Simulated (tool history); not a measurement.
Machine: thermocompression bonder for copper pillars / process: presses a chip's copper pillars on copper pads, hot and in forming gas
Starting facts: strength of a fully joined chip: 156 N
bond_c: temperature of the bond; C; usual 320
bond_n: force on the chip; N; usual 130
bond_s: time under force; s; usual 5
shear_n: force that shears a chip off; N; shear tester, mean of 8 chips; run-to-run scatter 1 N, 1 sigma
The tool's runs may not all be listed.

Run 1, day 0: usual settings. Result: shear_n 82.8 N.
Run 2, day 0.392: usual settings. Result: shear_n 82 N.
Run 3, day 0.8: usual settings but bond_n 99 N. Result: shear_n 69.9 N.
Run 4, day 1.208: usual settings but bond_c 298 C. Result: shear_n 65.2 N.
Run 5, day 1.521: usual settings. Result: shear_n 82.2 N.
Run 6, day 2.046: usual settings. Result: shear_n 83 N.
Run 7, day 2.512: usual settings. Result: shear_n 80.9 N.
Run 8, day 2.8: usual settings. Result: shear_n 80.9 N.
Run 9, day 3.262: usual settings but bond_c 341 C. Result: shear_n 95.9 N.
Run 10, day 3.671: usual settings but bond_c 341 C. Result: shear_n 97.1 N.
Run 11, day 4.038: usual settings but bond_c 341 C. Result: shear_n 97.3 N.
Run 12, day 4.262: usual settings but bond_c 341 C. Result: shear_n 98.2 N.
Run 13, day 4.592: usual settings but bond_c 341 C. Result: shear_n 96.8 N.
Run 14, day 5.038: usual settings. Result: shear_n 80.8 N.
Run 15, day 5.488: usual settings. Result: shear_n 82.8 N.
Run 16, day 6.017: usual settings. Result: shear_n 80.3 N.
Run 17, day 6.329: usual settings. Result: shear_n 79.8 N.
Run 18, day 6.762: usual settings. Result: shear_n 79.9 N.
Run 19, day 7.233: usual settings but bond_n 88 N. Result: shear_n 63.3 N.
At day 7.358: heater calibrated with a thermocouple chip.
Run 20, day 7.738: usual settings but bond_s 15 s. Result: shear_n 108.3 N.
Run 21, day 8.112: usual settings but bond_s 15 s. Result: shear_n 107 N.
At day 8.333: heater calibrated with a thermocouple chip, once more.
Run 22, day 8.638: usual settings but bond_s 15 s. Result: shear_n 105.2 N.
Run 23, day 9.017: usual settings but bond_c 308 C. Result: shear_n 70.2 N.
Run 24, day 9.279: usual settings but bond_c 308 C, bond_s 4 s. Result: shear_n 64.6 N.
Run 25, day 9.675: usual settings but bond_c 308 C, bond_n 159 N, bond_s 3 s. Result: shear_n 68.1 N.
Run 26, day 9.933: usual settings but bond_s 4 s. Result: shear_n 74 N.
Run 27, day 10.162: usual settings but bond_s 4 s. Result: shear_n 74 N.
Run 28, day 10.567: usual settings but bond_s 4 s. Result: shear_n 73.2 N.
Run 29, day 10.833: usual settings but bond_c 297 C, bond_n 81 N, bond_s 12 s. Result: shear_n 63.1 N.
Run 30, day 11.254: usual settings but bond_c 297 C, bond_n 177 N, bond_s 12 s. Result: shear_n 98.1 N.
Run 31, day 11.65: usual settings but bond_c 297 C, bond_n 177 N, bond_s 12 s. Result: shear_n 99.2 N.
Run 32, day 12.142: usual settings but bond_c 317 C, bond_n 90 N, bond_s 12 s. Result: shear_n 82 N.
Run 33, day 12.492: usual settings but bond_c 309 C, bond_n 81 N, bond_s 6 s. Result: shear_n 53.5 N.
Run 34, day 12.888: usual settings but bond_c 291 C, bond_n 125 N, bond_s 7 s. Result: shear_n 63.3 N.
Run 35, day 13.204: usual settings but bond_c 318 C. Result: shear_n 76.7 N.
Run 36, day 13.446: usual settings but bond_n 116 N, bond_s 11 s. Result: shear_n 93.7 N.
Run 37, day 13.775: usual settings but bond_c 318 C, bond_n 111 N. Result: shear_n 69.7 N.
Run 38, day 14.038: usual settings but bond_c 318 C, bond_n 111 N. Result: shear_n 68.4 N.
At day 14.354: forming gas filter changed.
Run 39, day 14.525: usual settings but bond_c 314 C, bond_n 163 N, bond_s 3 s. Result: shear_n 79.5 N.

Below are 5 alternative next runs, each starting from the tool's condition after run 39. Predict each:
Run A, day 14.771: usual settings but bond_c 300 C, bond_n 153 N, bond_s 3 s. Result: shear_n ?.
Run B, day 14.771: usual settings but bond_c 314 C, bond_n 115 N, bond_s 3 s. Result: shear_n ?.
Run C, day 14.771: usual settings but bond_c 295 C, bond_n 155 N, bond_s 11 s. Result: shear_n ?.
Run D, day 14.771: usual settings but bond_c 316 C. Result: shear_n ?.
Run E, day 14.771: usual settings but bond_c 325 C, bond_n 167 N, bond_s 7 s. Result: shear_n ?.

run  shear_n
  A     65.9
  B     64.2
  C     97.4
  D     83.9
  E    114.8
What these runs would have given with no unlogged condition in the tool:
run  shear_n
  A     64.8
  B     63.1
  C     96.3
  D     82.7
  E    113.7
